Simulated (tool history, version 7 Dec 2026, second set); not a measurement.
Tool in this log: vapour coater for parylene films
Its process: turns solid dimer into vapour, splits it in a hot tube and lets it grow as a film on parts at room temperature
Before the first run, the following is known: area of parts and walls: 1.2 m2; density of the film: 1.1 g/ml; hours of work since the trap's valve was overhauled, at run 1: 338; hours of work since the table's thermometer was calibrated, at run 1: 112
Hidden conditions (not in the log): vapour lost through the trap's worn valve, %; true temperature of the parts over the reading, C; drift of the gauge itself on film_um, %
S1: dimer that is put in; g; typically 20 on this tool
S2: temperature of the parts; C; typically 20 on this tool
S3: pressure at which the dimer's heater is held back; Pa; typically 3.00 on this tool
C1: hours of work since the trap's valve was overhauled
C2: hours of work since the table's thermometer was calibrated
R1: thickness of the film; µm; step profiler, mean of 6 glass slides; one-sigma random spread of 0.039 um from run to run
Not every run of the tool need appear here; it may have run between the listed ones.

run 1 hour=0.0 | S1=20 S2=20 S3=3.00 | C1=338 C2=112 | R1=9.10
run 2 hour=28.9 | S1=20 S2=20 S3=3.00 | C1=353 C2=128 | R1=9.14
run 3 hour=55.4 | S1=36 S2=20 S3=3.00 | C1=367 C2=142 | R1=16.44
run 4 hour=99.0 | S1=36 S2=20 S3=3.00 | C1=391 C2=165 | R1=16.39
run 5 hour=130.9 | S1=36 S2=20 S3=3.00 | C1=407 C2=182 | R1=16.36
run 6 hour=155.5 | S1=25 S2=20 S3=5.48 | C1=421 C2=195 | R1=10.04
run 7 hour=189.7 | S1=8 S2=12 S3=9.58 | C1=439 C2=213 | R1=3.60
run 8 hour=234.5 | S1=20 S2=20 S3=10.61 | C1=462 C2=237 | R1=6.93
run 9 hour=258.6 | S1=20 S2=20 S3=5.81 | C1=475 C2=249 | R1=7.85
run 10 hour=294.3 | S1=9 S2=21 S3=5.59 | C1=494 C2=268 | R1=3.43

Below are 4 alternative next runs, each starting from the tool's condition after run 10. Predict each:
run A hour=340.9 | S1=15 S2=21 S3=4.01 | C1=519 C2=293 | R1=?
run B hour=340.9 | S1=16 S2=19 S3=7.73 | C1=519 C2=293 | R1=?
run C hour=340.9 | S1=23 S2=21 S3=5.59 | C1=519 C2=293 | R1=?
run D hour=340.9 | S1=14 S2=21 S3=3.17 | C1=519 C2=293 | R1=?

run=A R1=6.19
run=B R1=6.14
run=C R1=8.85
run=D R1=6.06
With the hidden condition removed and each run's random variation left untouched, the same runs would have given:
run=A R1=6.56
run=B R1=6.51
run=C R1=9.38
run=D R1=6.41
